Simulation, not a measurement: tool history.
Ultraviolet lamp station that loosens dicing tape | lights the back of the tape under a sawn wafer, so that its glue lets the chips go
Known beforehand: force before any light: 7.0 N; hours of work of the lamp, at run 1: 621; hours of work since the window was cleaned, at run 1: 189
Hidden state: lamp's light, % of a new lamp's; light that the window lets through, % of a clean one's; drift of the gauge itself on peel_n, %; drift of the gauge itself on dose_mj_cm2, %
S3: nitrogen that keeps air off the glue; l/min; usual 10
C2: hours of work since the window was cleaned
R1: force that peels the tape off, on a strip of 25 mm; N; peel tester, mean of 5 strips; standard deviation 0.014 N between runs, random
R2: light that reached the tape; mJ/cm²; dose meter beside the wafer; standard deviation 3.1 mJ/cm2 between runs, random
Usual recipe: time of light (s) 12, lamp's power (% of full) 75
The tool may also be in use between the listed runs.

Run 1, hour 0: usual settings; hours of work of the lamp 621; C2 189. Result: R1 1.025 N, R2 356 mJ/cm².
Run 2, hour 28.3: usual settings; hours of work of the lamp 639; C2 206. Result: R1 1.02 N, R2 353 mJ/cm².
Run 3, hour 91.6: usual settings; hours of work of the lamp 678; C2 246. Result: R1 1.108 N, R2 340 mJ/cm².
Run 4, hour 143.5: usual settings; hours of work of the lamp 711; C2 278. Result: R1 1.15 N, R2 332 mJ/cm².
Run 5, hour 172.2: usual settings; hours of work of the lamp 729; C2 296. Result: R1 1.205 N, R2 331 mJ/cm².
Run 6, hour 201.4: usual settings; hours of work of the lamp 747; C2 315. Result: R1 1.165 N, R2 327 mJ/cm².
Run 7, hour 245.8: usual settings; hours of work of the lamp 775; C2 342. Result: R1 1.212 N, R2 318 mJ/cm².
Run 8, hour 290: usual settings; hours of work of the lamp 803; C2 370. Result: R1 1.309 N, R2 314 mJ/cm².
Run 9, hour 333.9: usual settings; hours of work of the lamp 830; C2 398. Result: R1 1.246 N, R2 305 mJ/cm².
Run 10, hour 382.9: usual settings but lamp's power (% of full) 67; hours of work of the lamp 861; C2 428. Result: R1 1.593 N, R2 273 mJ/cm².
Run 11, hour 425.6: usual settings; hours of work of the lamp 887; C2 455. Result: R1 1.421 N, R2 300 mJ/cm².
Run 12, hour 459.7: usual settings but lamp's power (% of full) 94; hours of work of the lamp 909; C2 476. Result: R1 0.968 N, R2 367 mJ/cm².
Run 13, hour 516.3: usual settings but lamp's power (% of full) 94; hours of work of the lamp 944; C2 512. Result: R1 0.998 N, R2 358 mJ/cm².
Run 14, hour 574: usual settings; hours of work of the lamp 980; C2 548. Result: R1 1.501 N, R2 275 mJ/cm².
At hour 579.6: window cleaned of glue's vapour.
Run 15, hour 614.7: usual settings but lamp's power (% of full) 66; hours of work of the lamp 1005; C2 22. Result: R1 2.124 N, R2 221 mJ/cm².
Run 16, hour 663.8: usual settings but lamp's power (% of full) 67; hours of work of the lamp 1036; C2 53. Result: R1 2.1 N, R2 218 mJ/cm².
At hour 677.5: window cleaned of glue's vapour, once more.
Run 17, hour 719.2: usual settings but lamp's power (% of full) 67; hours of work of the lamp 1071; C2 26. Result: R1 1.51 N, R2 284 mJ/cm².
Run 18, hour 782.7: usual settings but time of light (s) 17, lamp's power (% of full) 93, S3 13 l/min; hours of work of the lamp 1110; C2 66. Result: R1 0.432 N, R2 537 mJ/cm².
Run 19, hour 839.2: usual settings but time of light (s) 17, lamp's power (% of full) 93, S3 13 l/min; hours of work of the lamp 1146; C2 101. Result: R1 0.461 N, R2 525 mJ/cm².
Run 20, hour 898.8: usual settings but time of light (s) 9, lamp's power (% of full) 62, S3 8 l/min; hours of work of the lamp 1183; C2 139. Result: R1 2.611 N, R2 184 mJ/cm².
Run 21, hour 960.4: usual settings but time of light (s) 9, lamp's power (% of full) 62, S3 8 l/min; hours of work of the lamp 1222; C2 177. Result: R1 2.797 N, R2 178 mJ/cm².
Run 22, hour 1004: usual settings but time of light (s) 9, lamp's power (% of full) 62, S3 8 l/min; hours of work of the lamp 1249; C2 204. Result: R1 2.739 N, R2 172 mJ/cm².
Run 23, hour 1065.4: usual settings but time of light (s) 9, lamp's power (% of full) 91, S3 8 l/min; hours of work of the lamp 1287; C2 243. Result: R1 1.881 N, R2 247 mJ/cm².
Run 24, hour 1094.8: usual settings but time of light (s) 9, lamp's power (% of full) 91, S3 8 l/min; hours of work of the lamp 1306; C2 261. Result: R1 1.922 N, R2 243 mJ/cm².
Run 25, hour 1153.5: usual settings but time of light (s) 9, lamp's power (% of full) 91, S3 8 l/min; hours of work of the lamp 1343; C2 298. Result: R1 1.926 N, R2 236 mJ/cm².
Run 26, hour 1210.1: usual settings but time of light (s) 16, lamp's power (% of full) 88, S3 6 l/min; hours of work of the lamp 1378; C2 334. Result: R1 0.974 N, R2 398 mJ/cm².
Run 27, hour 1258: usual settings but time of light (s) 15, lamp's power (% of full) 92, S3 12 l/min; hours of work of the lamp 1408; C2 364. Result: R1 0.856 N, R2 377 mJ/cm².
Run 28, hour 1284.8: usual settings but time of light (s) 14, lamp's power (% of full) 87, S3 12 l/min; hours of work of the lamp 1425; C2 380. Result: R1 1.102 N, R2 328 mJ/cm².
At hour 1302.3: lamp changed.
Run 29, hour 1350.8: usual settings but S3 8 l/min; hours of work of the lamp 30; C2 421. Result: R1 0.912 N, R2 395 mJ/cm².
Run 30, hour 1386.8: usual settings but time of light (s) 13, S3 14 l/min; hours of work of the lamp 53; C2 444. Result: R1 0.679 N, R2 432 mJ/cm².
Run 31, hour 1436.8: usual settings but time of light (s) 15, lamp's power (% of full) 99, S3 5 l/min; hours of work of the lamp 84; C2 475. Result: R1 0.454 N, R2 636 mJ/cm².
Run 32, hour 1493.5: usual settings but time of light (s) 15, lamp's power (% of full) 99, S3 5 l/min; hours of work of the lamp 120; C2 510. Result: R1 0.48 N, R2 628 mJ/cm².

How would selected steps in R1 from run to run divide? Give the signed amount a tool lacking its hidden state would still show from settings, what came in and random variation, and the signed amount left for the hidden state, including any gauge scatter that is not in both of the compared results.
Run 16 -> 17: window cleaned of glue's vapour, once more. R1 -0.59 N: hidden state -0.604, all else +0.014.
Run 17 -> 18: time of light (s) 12 -> 17, lamp's power (% of full) 67 -> 93, S3 10 -> 13. R1 -1.078 N: hidden state -0.514, all else -0.564.
Run 19 -> 20: time of light (s) 17 -> 9, lamp's power (% of full) 93 -> 62, S3 13 -> 8. R1 +2.15 N: hidden state +0.877, all else +1.273.
Run 25 -> 26: time of light (s) 9 -> 16, lamp's power (% of full) 91 -> 88, S3 8 -> 6. R1 -0.952 N: hidden state -0.485, all else -0.467.
Run 28 -> 29: time of light (s) 14 -> 12, lamp's power (% of full) 87 -> 75, S3 12 -> 8, lamp changed. R1 -0.19 N: hidden state -0.545, all else +0.355.
